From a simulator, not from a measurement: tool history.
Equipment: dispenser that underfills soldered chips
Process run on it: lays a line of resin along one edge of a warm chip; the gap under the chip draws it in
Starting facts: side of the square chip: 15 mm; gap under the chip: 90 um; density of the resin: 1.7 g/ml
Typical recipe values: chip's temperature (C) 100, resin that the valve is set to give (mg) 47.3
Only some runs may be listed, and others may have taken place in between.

| run | hour | chip's temperature (C) | resin that the valve is set to give (mg) | time until the resin shows at the far edge (s) | resin that the valve gave (mg) |
|---|---|---|---|---|---|
| 1 | 0 | 100 | 47.3 | 142.6 | 46.74 |
|  | 3.7 | new syringe of resin |
| 2 | 5.2 | 100 | 52.8 | 118.5 | 52.21 |
| 3 | 11 | 100 | 52.8 | 132.1 | 52.01 |
| 4 | 15.5 | 100 | 52.8 | 143.5 | 51.9 |
|  | 18 | new syringe of resin |
| 5 | 21.9 | 95 | 47.3 | 145 | 46.53 |
| 6 | 26 | 95 | 47.3 | 151.7 | 46.4 |
|  | 32.6 | new syringe of resin |
| 7 | 32.9 | 111 | 47.3 | 82.3 | 46.38 |
| 8 | 38.2 | 111 | 47.3 | 91.7 | 46.17 |
| 9 | 42.1 | 104 | 47.3 | 119 | 46.07 |
|  | 47.2 | new syringe of resin |
| 10 | 50.7 | 104 | 47.3 | 109.2 | 46.09 |
| 11 | 55.7 | 104 | 47.3 | 117.6 | 45.98 |
| 12 | 60.9 | 100 | 47.3 | 149.1 | 45.95 |
|  | 62 | new syringe of resin |
|  | 67.1 | dispensing valve cleaned and set on the balance |
| 13 | 69.3 | 100 | 47.3 | 126.7 | 47.27 |
|  | 77.8 | new syringe of resin |
| 14 | 77.8 | 100 | 47.3 | 114 | 47.18 |
| 15 | 84 | 100 | 47.3 | 125 | 47.1 |
| 16 | 87.7 | 105 | 44.9 | 120.1 | 44.71 |
|  | 92.2 | new syringe of resin |
| 17 | 95.8 | 100 | 45.1 | 124.2 | 44.71 |
| 18 | 103 | 103 | 41.2 | 134.4 | 40.79 |
|  | 106.6 | new syringe of resin |
| 19 | 108 | 92 | 45.1 | 153.8 | 44.57 |
| 20 | 114.6 | 91 | 41 | 190.2 | 40.4 |
| 21 | 120.1 | 91 | 41 | 206.5 | 40.4 |
|  | 121.2 | new syringe of resin |
| 22 | 124.2 | 113 | 57.3 | 80.4 | 56.4 |
| 23 | 129 | 113 | 57.3 | 87.6 | 56.33 |
|  | 135.8 | new syringe of resin |
| 24 | 136 | 113 | 57.3 | 75.6 | 56.19 |
| 25 | 140.4 | 113 | 57.3 | 82.3 | 56.11 |
| 26 | 146.3 | 113 | 57.3 | 92.6 | 56.05 |
|  | 150.5 | new syringe of resin |
| 27 | 152.9 | 105 | 41.4 | 109.3 | 40.47 |
| 28 | 158.1 | 105 | 54.8 | 111.1 | 53.46 |
| 29 | 161.9 | 95 | 58.2 | 163 | 56.61 |

3 ways to go on from here, each from the tool as it stands after run 29. What would each give?
|  | 164.9 | new syringe of resin |
|  | 170.7 | dispensing valve cleaned and set on the balance |
| A | 171 | 100 | 40.8 | ? | ? |
|  | 164.9 | new syringe of resin |
|  | 170.7 | dispensing valve cleaned and set on the balance |
| B | 171 | 94 | 49.4 | ? | ? |
|  | 164.9 | new syringe of resin |
|  | 170.7 | dispensing valve cleaned and set on the balance |
| C | 171 | 96 | 57.9 | ? | ? |

| run | time until the resin shows at the far edge (s) | resin that the valve gave (mg) |
|---|---|---|
| A | 129.7 | 40.71 |
| B | 146.8 | 49.46 |
| C | 136.6 | 57.86 |
Had the tool no hidden state, the same runs would have come out as:
| run | time until the resin shows at the far edge (s) | resin that the valve gave (mg) |
|---|---|---|
| A | 119.7 | 40.71 |
| B | 135.6 | 49.47 |
| C | 126.1 | 57.86 |
